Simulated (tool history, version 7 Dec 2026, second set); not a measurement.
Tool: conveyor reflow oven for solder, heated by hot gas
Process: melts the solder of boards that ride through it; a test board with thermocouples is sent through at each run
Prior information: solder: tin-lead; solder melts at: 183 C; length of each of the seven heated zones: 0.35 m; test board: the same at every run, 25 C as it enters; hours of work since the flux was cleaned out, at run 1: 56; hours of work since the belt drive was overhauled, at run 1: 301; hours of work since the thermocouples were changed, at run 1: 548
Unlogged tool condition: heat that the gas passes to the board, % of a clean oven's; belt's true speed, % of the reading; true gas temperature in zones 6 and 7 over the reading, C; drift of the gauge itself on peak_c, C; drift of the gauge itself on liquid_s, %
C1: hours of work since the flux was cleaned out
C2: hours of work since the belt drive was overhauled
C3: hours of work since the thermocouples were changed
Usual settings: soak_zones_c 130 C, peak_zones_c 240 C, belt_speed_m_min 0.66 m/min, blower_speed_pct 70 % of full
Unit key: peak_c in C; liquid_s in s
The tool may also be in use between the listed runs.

Run 1, hour 0: usual settings; C1 56; C2 301; C3 548. Result: peak_c 217.4 C, liquid_s 44.9 s.
Run 2, hour 16.9: usual settings; C1 66; C2 311; C3 557. Result: peak_c 217.4 C, liquid_s 44.8 s.
Run 3, hour 39.8: usual settings; C1 79; C2 324; C3 570. Result: peak_c 217.3 C, liquid_s 44.7 s.
Run 4, hour 68.3: usual settings but peak_zones_c 228 C; C1 95; C2 340; C3 587. Result: peak_c 207.4 C, liquid_s 37.5 s.
Run 5, hour 89.3: usual settings but peak_zones_c 228 C; C1 107; C2 352; C3 599. Result: peak_c 207.3 C, liquid_s 37.1 s.
Run 6, hour 104.6: usual settings but soak_zones_c 143 C, peak_zones_c 228 C; C1 115; C2 360; C3 607. Result: peak_c 210 C, liquid_s 43.7 s.
Run 7, hour 131.4: usual settings but soak_zones_c 143 C, peak_zones_c 228 C; C1 131; C2 376; C3 623. Result: peak_c 210 C, liquid_s 43.4 s.
Run 8, hour 157.2: usual settings but soak_zones_c 143 C, peak_zones_c 228 C; C1 145; C2 390; C3 637. Result: peak_c 210 C, liquid_s 43.6 s.
Run 9, hour 173.8: usual settings but soak_zones_c 128 C; C1 155; C2 400; C3 647. Result: peak_c 216.6 C, liquid_s 43.8 s.
Run 10, hour 190.6: usual settings; C1 164; C2 409; C3 656. Result: peak_c 217.1 C, liquid_s 44.8 s.
Run 11, hour 211.2: usual settings; C1 176; C2 421; C3 668. Result: peak_c 216.9 C, liquid_s 44.9 s.
Run 12, hour 234.7: usual settings; C1 190; C2 435; C3 681. Result: peak_c 216.7 C, liquid_s 44.7 s.
Run 13, hour 260.2: usual settings; C1 204; C2 449; C3 696. Result: peak_c 216.8 C, liquid_s 44.9 s.
Run 14, hour 290: usual settings; C1 221; C2 466; C3 713. Result: peak_c 216.6 C, liquid_s 44.5 s.
Run 15, hour 320.4: usual settings; C1 238; C2 483; C3 730. Result: peak_c 216.5 C, liquid_s 44.6 s.
Run 16, hour 337.5: usual settings; C1 248; C2 493; C3 740. Result: peak_c 216.4 C, liquid_s 44.3 s.
At hour 343.2: belt drive overhauled, speed set with a stopwatch.
Run 17, hour 365.9: usual settings but soak_zones_c 137 C, blower_speed_pct 53 % of full; C1 262; C2 13; C3 754. Result: peak_c 214 C, liquid_s 44.3 s.
Run 18, hour 385: usual settings but soak_zones_c 116 C, blower_speed_pct 53 % of full; C1 273; C2 24; C3 765. Result: peak_c 208.6 C, liquid_s 34.7 s.
Run 19, hour 403.8: usual settings but peak_zones_c 232 C, belt_speed_m_min 0.753 m/min; C1 284; C2 34; C3 775. Result: peak_c 204.3 C, liquid_s 29.5 s.
At hour 412.5: flux residue cleaned out of gas plates and filters.
Run 20, hour 426: usual settings but soak_zones_c 119 C, belt_speed_m_min 0.74 m/min; C1 8; C2 44; C3 785. Result: peak_c 210.9 C, liquid_s 33 s.
Run 21, hour 442.7: usual settings but soak_zones_c 135 C, belt_speed_m_min 0.727 m/min; C1 17; C2 54; C3 795. Result: peak_c 215.2 C, liquid_s 40.8 s.
At hour 461.1: belt drive overhauled, speed set with a stopwatch, once more.
Run 22, hour 468.4: usual settings but belt_speed_m_min 0.667 m/min, blower_speed_pct 71 % of full; C1 30; C2 4; C3 807. Result: peak_c 217.1 C, liquid_s 44 s.
Run 23, hour 487.8: usual settings but soak_zones_c 122 C, peak_zones_c 243 C, belt_speed_m_min 0.55 m/min; C1 41; C2 15; C3 818. Result: peak_c 225.7 C, liquid_s 57.9 s.
Run 24, hour 503.5: usual settings but soak_zones_c 117 C, peak_zones_c 241 C, blower_speed_pct 85 % of full; C1 50; C2 24; C3 827. Result: peak_c 218.6 C, liquid_s 42.8 s.
Run 25, hour 528.3: usual settings but peak_zones_c 230 C; C1 64; C2 38; C3 841. Result: peak_c 208.9 C, liquid_s 38.7 s.
Run 26, hour 545.7: usual settings but peak_zones_c 230 C; C1 74; C2 48; C3 851. Result: peak_c 209.1 C, liquid_s 38.2 s.
Run 27, hour 572.3: usual settings but peak_zones_c 229 C, belt_speed_m_min 0.788 m/min, blower_speed_pct 80 % of full; C1 89; C2 63; C3 866. Result: peak_c 203.1 C, liquid_s 26.8 s.
Run 28, hour 603.6: usual settings but blower_speed_pct 66 % of full; C1 107; C2 81; C3 884. Result: peak_c 216.1 C, liquid_s 43.7 s.
Run 29, hour 629.7: usual settings but soak_zones_c 140 C, belt_speed_m_min 0.647 m/min, blower_speed_pct 53 % of full; C1 121; C2 96; C3 899. Result: peak_c 215.9 C, liquid_s 46.9 s.
Run 30, hour 657: usual settings but soak_zones_c 140 C, belt_speed_m_min 0.647 m/min, blower_speed_pct 53 % of full; C1 137; C2 112; C3 914. Result: peak_c 216 C, liquid_s 46.7 s.
Run 31, hour 670.4: usual settings but belt_speed_m_min 0.562 m/min, blower_speed_pct 77 % of full; C1 145; C2 119; C3 922. Result: peak_c 224.1 C, liquid_s 58.7 s.

Selected run-to-run steps in peak_c, each split into two signed amounts: the part the tool would show with no hidden state at all (from settings, incoming material and random variation), and the remainder, which goes to the hidden state together with any gauge scatter not common to the measured and the hidden-state-free results:
Run 3 -> 4: peak_zones_c 240 -> 228. peak_c -9.9 C: hidden state +0, all else -9.9.
Run 19 -> 20: soak_zones_c 130 -> 119, peak_zones_c 232 -> 240, belt_speed_m_min 0.753 -> 0.74, flux residue cleaned out of gas plates and filters. peak_c +6.6 C: hidden state +1.9, all else +4.7.
Run 21 -> 22: soak_zones_c 135 -> 130, belt_speed_m_min 0.727 -> 0.667, blower_speed_pct 70 -> 71, belt drive overhauled, speed set with a stopwatch, once more. peak_c +1.9 C: hidden state -0.8, all else +2.7.
Run 24 -> 25: soak_zones_c 117 -> 130, peak_zones_c 241 -> 230, blower_speed_pct 85 -> 70. peak_c -9.7 C: hidden state +0.1, all else -9.8.
Run 26 -> 27: peak_zones_c 230 -> 229, belt_speed_m_min 0.66 -> 0.788, blower_speed_pct 70 -> 80. peak_c -6 C: hidden state -0.3, all else -5.7.
Run 27 -> 28: peak_zones_c 229 -> 240, belt_speed_m_min 0.788 -> 0.66, blower_speed_pct 80 -> 66. peak_c +13 C: hidden state +0.1, all else +12.9.

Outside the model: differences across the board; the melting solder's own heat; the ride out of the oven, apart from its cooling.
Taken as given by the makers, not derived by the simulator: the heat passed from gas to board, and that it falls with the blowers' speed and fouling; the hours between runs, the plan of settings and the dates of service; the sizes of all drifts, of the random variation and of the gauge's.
